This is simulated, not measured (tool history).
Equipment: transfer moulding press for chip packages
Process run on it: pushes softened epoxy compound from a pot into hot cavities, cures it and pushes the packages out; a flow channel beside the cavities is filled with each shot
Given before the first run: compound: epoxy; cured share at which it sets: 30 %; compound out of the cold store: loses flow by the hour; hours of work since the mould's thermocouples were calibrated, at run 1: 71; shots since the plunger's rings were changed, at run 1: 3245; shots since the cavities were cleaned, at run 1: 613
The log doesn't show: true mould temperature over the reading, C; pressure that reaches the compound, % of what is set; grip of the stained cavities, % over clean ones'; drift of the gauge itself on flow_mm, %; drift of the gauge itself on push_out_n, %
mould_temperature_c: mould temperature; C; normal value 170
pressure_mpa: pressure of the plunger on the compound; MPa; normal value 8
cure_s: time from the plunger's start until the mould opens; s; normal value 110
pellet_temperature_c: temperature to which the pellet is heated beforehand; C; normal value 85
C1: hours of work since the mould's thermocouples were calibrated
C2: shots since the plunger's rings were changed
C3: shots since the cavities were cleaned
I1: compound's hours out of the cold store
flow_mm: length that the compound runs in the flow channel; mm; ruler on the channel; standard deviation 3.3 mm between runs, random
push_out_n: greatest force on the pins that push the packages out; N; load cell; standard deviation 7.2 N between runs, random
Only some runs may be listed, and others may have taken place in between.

{"run": 1, "hour": 0.0, "mould_temperature_c": 170, "pressure_mpa": 8, "cure_s": 110, "pellet_temperature_c": 85, "C1": 71, "C2": 3245, "C3": 613, "I1": 30.3, "flow_mm": 780, "push_out_n": 422}
{"hour": 3.2, "done": "cavities cleaned with cleaning compound and waxed"}
{"run": 2, "hour": 5.6, "mould_temperature_c": 170, "pressure_mpa": 8, "cure_s": 110, "pellet_temperature_c": 85, "C1": 73, "C2": 3289, "C3": 26, "I1": 13, "flow_mm": 857, "push_out_n": 308}
{"run": 3, "hour": 13.5, "mould_temperature_c": 170, "pressure_mpa": 8, "cure_s": 110, "pellet_temperature_c": 85, "C1": 79, "C2": 3375, "C3": 112, "I1": 23.8, "flow_mm": 806, "push_out_n": 336}
{"run": 4, "hour": 20.0, "mould_temperature_c": 170, "pressure_mpa": 8, "cure_s": 110, "pellet_temperature_c": 85, "C1": 83, "C2": 3445, "C3": 182, "I1": 22.6, "flow_mm": 817, "push_out_n": 344}
{"run": 5, "hour": 25.8, "mould_temperature_c": 170, "pressure_mpa": 8, "cure_s": 110, "pellet_temperature_c": 85, "C1": 87, "C2": 3507, "C3": 244, "I1": 45.9, "flow_mm": 712, "push_out_n": 365}
{"run": 6, "hour": 31.6, "mould_temperature_c": 176, "pressure_mpa": 8, "cure_s": 110, "pellet_temperature_c": 85, "C1": 91, "C2": 3570, "C3": 307, "I1": 29.5, "flow_mm": 764, "push_out_n": 360}
{"run": 7, "hour": 36.2, "mould_temperature_c": 176, "pressure_mpa": 8, "cure_s": 110, "pellet_temperature_c": 85, "C1": 94, "C2": 3620, "C3": 357, "I1": 34.8, "flow_mm": 740, "push_out_n": 373}
{"run": 8, "hour": 43.8, "mould_temperature_c": 176, "pressure_mpa": 8, "cure_s": 110, "pellet_temperature_c": 85, "C1": 100, "C2": 3702, "C3": 439, "I1": 10.7, "flow_mm": 851, "push_out_n": 398}
{"run": 9, "hour": 48.0, "mould_temperature_c": 176, "pressure_mpa": 8, "cure_s": 110, "pellet_temperature_c": 80, "C1": 102, "C2": 3747, "C3": 484, "I1": 23, "flow_mm": 792, "push_out_n": 388}
{"run": 10, "hour": 55.4, "mould_temperature_c": 176, "pressure_mpa": 8, "cure_s": 110, "pellet_temperature_c": 80, "C1": 107, "C2": 3827, "C3": 564, "I1": 36.7, "flow_mm": 733, "push_out_n": 416}
{"hour": 63.1, "done": "cavities cleaned with cleaning compound and waxed"}
{"run": 11, "hour": 64.2, "mould_temperature_c": 176, "pressure_mpa": 8, "cure_s": 110, "pellet_temperature_c": 80, "C1": 112, "C2": 3906, "C3": 12, "I1": 26.4, "flow_mm": 774, "push_out_n": 285}

Each row is a separate what-if for the run after 11, all from the same tool condition, not one after another. Results?
{"run": "A", "hour": 70.9, "mould_temperature_c": 174, "pressure_mpa": 8, "cure_s": 110, "pellet_temperature_c": 85, "C1": 117, "C2": 3979, "C3": 85, "I1": 19.6, "flow_mm": "?", "push_out_n": "?"}
{"run": "B", "hour": 70.9, "mould_temperature_c": 171, "pressure_mpa": 8, "cure_s": 101, "pellet_temperature_c": 80, "C1": 117, "C2": 3979, "C3": 85, "I1": 42.5, "flow_mm": "?", "push_out_n": "?"}
{"run": "C", "hour": 70.9, "mould_temperature_c": 176, "pressure_mpa": 8, "cure_s": 94, "pellet_temperature_c": 79, "C1": 117, "C2": 3979, "C3": 85, "I1": 32.7, "flow_mm": "?", "push_out_n": "?"}
{"run": "D", "hour": 70.9, "mould_temperature_c": 164, "pressure_mpa": 8, "cure_s": 96, "pellet_temperature_c": 85, "C1": 117, "C2": 3979, "C3": 85, "I1": 34.2, "flow_mm": "?", "push_out_n": "?"}

run=A flow_mm=815 push_out_n=309
run=B flow_mm=726 push_out_n=337
run=C flow_mm=748 push_out_n=321
run=D flow_mm=771 push_out_n=486
Without the tool's unlogged condition, the same runs would have read:
run=A flow_mm=846 push_out_n=278
run=B flow_mm=754 push_out_n=305
run=C flow_mm=776 push_out_n=290
run=D flow_mm=801 push_out_n=444
